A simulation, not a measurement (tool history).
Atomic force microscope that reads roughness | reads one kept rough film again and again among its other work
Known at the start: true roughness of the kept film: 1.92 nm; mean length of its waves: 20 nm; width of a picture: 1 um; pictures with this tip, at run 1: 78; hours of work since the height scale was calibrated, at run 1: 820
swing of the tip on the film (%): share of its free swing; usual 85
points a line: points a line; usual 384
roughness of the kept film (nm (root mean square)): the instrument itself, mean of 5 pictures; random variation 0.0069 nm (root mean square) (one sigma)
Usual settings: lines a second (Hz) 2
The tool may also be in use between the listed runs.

run     day  lines a second (Hz)  swing of the tip on the film (%)  points a line  pictures with this tip  hours of work since the height scale was calibrated  roughness of the kept film (nm (root mean square))
  1       0                    2                                85            384                      78                                                  820                                               1.403
  2   2.479                    2                                85            384                     157                                                  860                                               1.402
  3   4.442                    2                                85            324                     220                                                  892                                               1.377
  4   6.838                    2                                85            324                     296                                                  931                                               1.386
      8.462  -- new tip fitted
  5   8.812                    2                                85            324                      11                                                  963                                               1.397
  6  11.079                 2.46                                80            384                      84                                                  999                                               1.403
  7    13.7                 3.85                                57            420                     167                                                 1042                                               1.549
  8  14.912                 0.73                                85            911                     206                                                 1061                                               1.585
  9  17.383                 3.72                                85            450                     284                                                 1101                                               1.232
     19.246  -- new tip fitted
 10  20.242                 1.42                                85            374                      32                                                 1147                                               1.476

Forecast each of these 5 alternatives for the next run:
  A  22.012                    2                                85            491                      88                                                 1176                                                   ?
  B  22.012                 0.61                                66            384                      88                                                 1176                                                   ?
  C  22.012                 1.87                                55            374                      88                                                 1176                                                   ?
  D  22.012                 2.76                                61            384                      88                                                 1176                                                   ?
  E  22.012                 3.63                                61            490                      88                                                 1176                                                   ?

run  roughness of the kept film (nm (root mean square))
  A                                               1.404
  B                                               1.643
  C                                               1.612
  D                                               1.547
  E                                               1.551
Without the tool's hidden state the same runs would have given:
run  roughness of the kept film (nm (root mean square))
  A                                               1.406
  B                                               1.644
  C                                               1.613
  D                                               1.548
  E                                               1.552
